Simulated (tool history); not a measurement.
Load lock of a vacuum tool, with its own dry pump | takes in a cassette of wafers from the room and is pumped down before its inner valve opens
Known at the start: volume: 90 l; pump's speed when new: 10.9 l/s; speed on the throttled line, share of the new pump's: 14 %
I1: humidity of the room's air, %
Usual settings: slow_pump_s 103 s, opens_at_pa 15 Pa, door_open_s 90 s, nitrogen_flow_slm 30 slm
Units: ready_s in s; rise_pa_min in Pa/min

{"run": 1, "day": 0.0, "slow_pump_s": 103, "opens_at_pa": 15, "door_open_s": 90, "nitrogen_flow_slm": 30, "I1": 43.5, "ready_s": 164.1, "rise_pa_min": 0.095}
{"run": 2, "day": 4.55, "slow_pump_s": 103, "opens_at_pa": 15, "door_open_s": 90, "nitrogen_flow_slm": 30, "I1": 44.9, "ready_s": 165.8, "rise_pa_min": 0.1}
{"run": 3, "day": 11.979, "slow_pump_s": 103, "opens_at_pa": 15, "door_open_s": 90, "nitrogen_flow_slm": 30, "I1": 48.7, "ready_s": 167, "rise_pa_min": 0.099}
{"run": 4, "day": 15.942, "slow_pump_s": 103, "opens_at_pa": 15, "door_open_s": 90, "nitrogen_flow_slm": 30, "I1": 45.7, "ready_s": 165.8, "rise_pa_min": 0.095}
{"run": 5, "day": 22.329, "slow_pump_s": 103, "opens_at_pa": 15, "door_open_s": 90, "nitrogen_flow_slm": 30, "I1": 43.9, "ready_s": 166.7, "rise_pa_min": 0.106}
{"run": 6, "day": 29.371, "slow_pump_s": 103, "opens_at_pa": 15, "door_open_s": 112, "nitrogen_flow_slm": 30, "I1": 44, "ready_s": 164.2, "rise_pa_min": 0.104}
{"run": 7, "day": 33.1, "slow_pump_s": 103, "opens_at_pa": 15, "door_open_s": 90, "nitrogen_flow_slm": 30, "I1": 45.1, "ready_s": 167, "rise_pa_min": 0.109}
{"run": 8, "day": 37.517, "slow_pump_s": 103, "opens_at_pa": 15, "door_open_s": 90, "nitrogen_flow_slm": 30, "I1": 42.5, "ready_s": 166.3, "rise_pa_min": 0.105}
{"run": 9, "day": 45.879, "slow_pump_s": 103, "opens_at_pa": 29, "door_open_s": 90, "nitrogen_flow_slm": 30, "I1": 43.8, "ready_s": 160, "rise_pa_min": 0.11}
{"run": 10, "day": 49.733, "slow_pump_s": 103, "opens_at_pa": 15, "door_open_s": 90, "nitrogen_flow_slm": 30, "I1": 44.9, "ready_s": 164.2, "rise_pa_min": 0.115}
{"run": 11, "day": 55.604, "slow_pump_s": 103, "opens_at_pa": 15, "door_open_s": 90, "nitrogen_flow_slm": 30, "I1": 45.8, "ready_s": 166.3, "rise_pa_min": 0.124}
{"run": 12, "day": 61.679, "slow_pump_s": 103, "opens_at_pa": 15, "door_open_s": 90, "nitrogen_flow_slm": 6, "I1": 43.3, "ready_s": 165.6, "rise_pa_min": 0.144}
{"run": 13, "day": 67.275, "slow_pump_s": 103, "opens_at_pa": 15, "door_open_s": 90, "nitrogen_flow_slm": 6, "I1": 44.9, "ready_s": 167.7, "rise_pa_min": 0.145}
{"run": 14, "day": 75.071, "slow_pump_s": 103, "opens_at_pa": 15, "door_open_s": 90, "nitrogen_flow_slm": 30, "I1": 45.6, "ready_s": 168.3, "rise_pa_min": 0.122}
{"run": 15, "day": 82.946, "slow_pump_s": 103, "opens_at_pa": 15, "door_open_s": 90, "nitrogen_flow_slm": 30, "I1": 47.7, "ready_s": 166.4, "rise_pa_min": 0.129}
{"run": 16, "day": 91.446, "slow_pump_s": 103, "opens_at_pa": 15, "door_open_s": 90, "nitrogen_flow_slm": 30, "I1": 44.4, "ready_s": 166.2, "rise_pa_min": 0.138}
{"run": 17, "day": 98.946, "slow_pump_s": 103, "opens_at_pa": 15, "door_open_s": 90, "nitrogen_flow_slm": 30, "I1": 41.7, "ready_s": 167.3, "rise_pa_min": 0.129}
{"run": 18, "day": 103.554, "slow_pump_s": 103, "opens_at_pa": 15, "door_open_s": 90, "nitrogen_flow_slm": 30, "I1": 42.9, "ready_s": 169.4, "rise_pa_min": 0.143}
{"day": 107.733, "done": "door's seal changed, seat wiped"}
{"run": 19, "day": 111.679, "slow_pump_s": 103, "opens_at_pa": 16, "door_open_s": 155, "nitrogen_flow_slm": 12, "I1": 43.2, "ready_s": 166.7, "rise_pa_min": 0.039}
{"run": 20, "day": 119.662, "slow_pump_s": 103, "opens_at_pa": 12, "door_open_s": 155, "nitrogen_flow_slm": 12, "I1": 44.9, "ready_s": 169.4, "rise_pa_min": 0.048}
{"run": 21, "day": 126.817, "slow_pump_s": 103, "opens_at_pa": 12, "door_open_s": 155, "nitrogen_flow_slm": 12, "I1": 45.6, "ready_s": 170.9, "rise_pa_min": 0.049}
{"run": 22, "day": 132.871, "slow_pump_s": 179, "opens_at_pa": 14, "door_open_s": 170, "nitrogen_flow_slm": 7, "I1": 49.6, "ready_s": 235.1, "rise_pa_min": 0.074}
{"run": 23, "day": 137.2, "slow_pump_s": 59, "opens_at_pa": 17, "door_open_s": 90, "nitrogen_flow_slm": 30, "I1": 42.8, "ready_s": 129.3, "rise_pa_min": 0.022}
{"run": 24, "day": 141.033, "slow_pump_s": 103, "opens_at_pa": 15, "door_open_s": 90, "nitrogen_flow_slm": 7, "I1": 40.9, "ready_s": 168.9, "rise_pa_min": 0.039}
{"run": 25, "day": 148.8, "slow_pump_s": 103, "opens_at_pa": 15, "door_open_s": 90, "nitrogen_flow_slm": 7, "I1": 43, "ready_s": 166.7, "rise_pa_min": 0.033}
{"run": 26, "day": 154.15, "slow_pump_s": 79, "opens_at_pa": 27, "door_open_s": 90, "nitrogen_flow_slm": 28, "I1": 45.4, "ready_s": 143.9, "rise_pa_min": 0.024}
{"run": 27, "day": 159.892, "slow_pump_s": 79, "opens_at_pa": 27, "door_open_s": 90, "nitrogen_flow_slm": 28, "I1": 45.3, "ready_s": 141.5, "rise_pa_min": 0.026}
{"run": 28, "day": 166.517, "slow_pump_s": 79, "opens_at_pa": 27, "door_open_s": 90, "nitrogen_flow_slm": 21, "I1": 45.6, "ready_s": 142.9, "rise_pa_min": 0.023}

Forecast run 29:
{"run": 29, "day": 171.85, "slow_pump_s": 103, "opens_at_pa": 18, "door_open_s": 28, "nitrogen_flow_slm": 42, "I1": 41.1, "ready_s": "?", "rise_pa_min": "?"}

Run 29 gave ready_s 166.2 s, rise_pa_min 0.015 Pa/min.
Without the tool's hidden state the same run would have given ready_s 159.7 s, rise_pa_min 0.007 Pa/min.
